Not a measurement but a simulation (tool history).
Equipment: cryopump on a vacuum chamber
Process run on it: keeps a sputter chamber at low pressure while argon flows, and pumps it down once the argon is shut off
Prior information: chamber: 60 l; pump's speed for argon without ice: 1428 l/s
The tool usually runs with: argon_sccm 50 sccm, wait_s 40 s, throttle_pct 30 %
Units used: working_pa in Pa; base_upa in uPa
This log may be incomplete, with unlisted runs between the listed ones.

Run 1, day 0: usual settings. Result: working_pa 0.2079 Pa, base_upa 1.82 uPa.
Run 2, day 1.5: usual settings. Result: working_pa 0.2083 Pa, base_upa 1.89 uPa.
Run 3, day 2.754: usual settings. Result: working_pa 0.2081 Pa, base_upa 1.91 uPa.
Run 4, day 4.479: usual settings. Result: working_pa 0.2056 Pa, base_upa 2.02 uPa.
Run 5, day 5.938: usual settings. Result: working_pa 0.2103 Pa, base_upa 2.05 uPa.
Run 6, day 7.304: usual settings but throttle_pct 52 %. Result: working_pa 0.1242 Pa, base_upa 2.07 uPa.
Run 7, day 8.979: usual settings but throttle_pct 21 %. Result: working_pa 0.2914 Pa, base_upa 2.17 uPa.
Run 8, day 10.575: usual settings but throttle_pct 24 %. Result: working_pa 0.2587 Pa, base_upa 2.23 uPa.
Run 9, day 11.875: usual settings but argon_sccm 64 sccm, throttle_pct 51 %. Result: working_pa 0.1645 Pa, base_upa 2.23 uPa.
Run 10, day 12.975: usual settings but argon_sccm 64 sccm, throttle_pct 51 %. Result: working_pa 0.1658 Pa, base_upa 2.25 uPa.
Run 11, day 14.308: usual settings but argon_sccm 29 sccm, wait_s 23 s, throttle_pct 32 %. Result: working_pa 0.1145 Pa, base_upa 2.77 uPa.
Run 12, day 15.692: usual settings but argon_sccm 81 sccm, wait_s 35 s, throttle_pct 45 %. Result: working_pa 0.2338 Pa, base_upa 2.41 uPa.
Run 13, day 17.525: usual settings but argon_sccm 81 sccm, wait_s 35 s, throttle_pct 45 %. Result: working_pa 0.2351 Pa, base_upa 2.47 uPa.
Run 14, day 18.821: usual settings but argon_sccm 81 sccm, wait_s 35 s, throttle_pct 45 %. Result: working_pa 0.2361 Pa, base_upa 2.53 uPa.
Run 15, day 20.038: usual settings but argon_sccm 89 sccm, throttle_pct 22 %. Result: working_pa 0.5025 Pa, base_upa 2.44 uPa.
Run 16, day 20.85: usual settings but argon_sccm 25 sccm, wait_s 246 s. Result: working_pa 0.1075 Pa, base_upa 1.86 uPa.

Forecast each of these 4 alternatives for the next run:
Run A, day 22.421: usual settings but argon_sccm 51 sccm, wait_s 85 s. Result: working_pa ?, base_upa ?.
Run B, day 22.421: usual settings but argon_sccm 25 sccm, wait_s 246 s, throttle_pct 53 %. Result: working_pa ?, base_upa ?.
Run C, day 22.421: usual settings but argon_sccm 58 sccm. Result: working_pa ?, base_upa ?.
Run D, day 22.421: usual settings but argon_sccm 36 sccm, wait_s 27 s, throttle_pct 56 %. Result: working_pa ?, base_upa ?.

run  working_pa  base_upa
  A      0.2164      2.16
  B      0.0633      1.95
  C      0.2451       2.5
  D      0.0858         3
With the hidden condition removed and each run's random variation left untouched, the same runs would have given:
run  working_pa  base_upa
  A      0.2016      0.53
  B      0.0561      0.31
  C      0.2283      0.89
  D      0.0754       1.3
